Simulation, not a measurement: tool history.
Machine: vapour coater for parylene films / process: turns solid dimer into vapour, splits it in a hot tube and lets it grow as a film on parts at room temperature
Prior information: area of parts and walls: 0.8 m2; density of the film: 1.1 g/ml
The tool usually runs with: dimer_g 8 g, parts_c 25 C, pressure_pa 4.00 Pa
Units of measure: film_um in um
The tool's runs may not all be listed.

run   hour  dimer_g  parts_c  pressure_pa  film_um
  1    0.0        8       25         4.00     5.66
  2   11.4        8       25         4.00     5.74
      38.6  -- trap's valve overhauled
  3   40.7        5       25         4.00     3.57
  4   58.3        8       25         4.00     5.76
  5   71.9        3       25         4.00     2.12
  6   86.8        8       34         4.00     4.23
  7  109.0        8       34         4.00     4.23
  8  135.6        8       25         4.00     5.74
  9  161.0        8       25         4.00     5.78
 10  188.1        8       25         4.00     5.75
 11  208.1        8       25         4.00     5.74
 12  230.0        8       34         3.13     4.46
 13  248.4        9       35         3.13     4.82
 14  265.8        9       35         3.13     4.85
 15  279.7        6       20         3.17     5.28
 16  294.1        6       20         4.36     5.01
 17  319.0        5       34         2.08     2.98
 18  345.8        5       34         2.08     2.98
 19  368.0       13       18         5.09    11.35
 20  392.1       13       20         2.93    11.53
 21  415.7       13       25         3.18     9.71

Alternative continuations, all from the tool just after run 21; predict every row:
  A  437.6       13       33         3.18        ?
  B  437.6        4       25         5.27        ?
  C  437.6        5       18         2.47        ?
  D  437.6       13       32         6.72        ?
  E  437.6        3       25         5.38        ?

run  film_um
  A     7.43
  B     2.73
  C     4.88
  D     6.77
  E     2.05
Stripped of hidden state, with their random variation kept, the same runs would have yielded:
run  film_um
  A     7.43
  B     2.73
  C     4.89
  D     6.78
  E     2.05
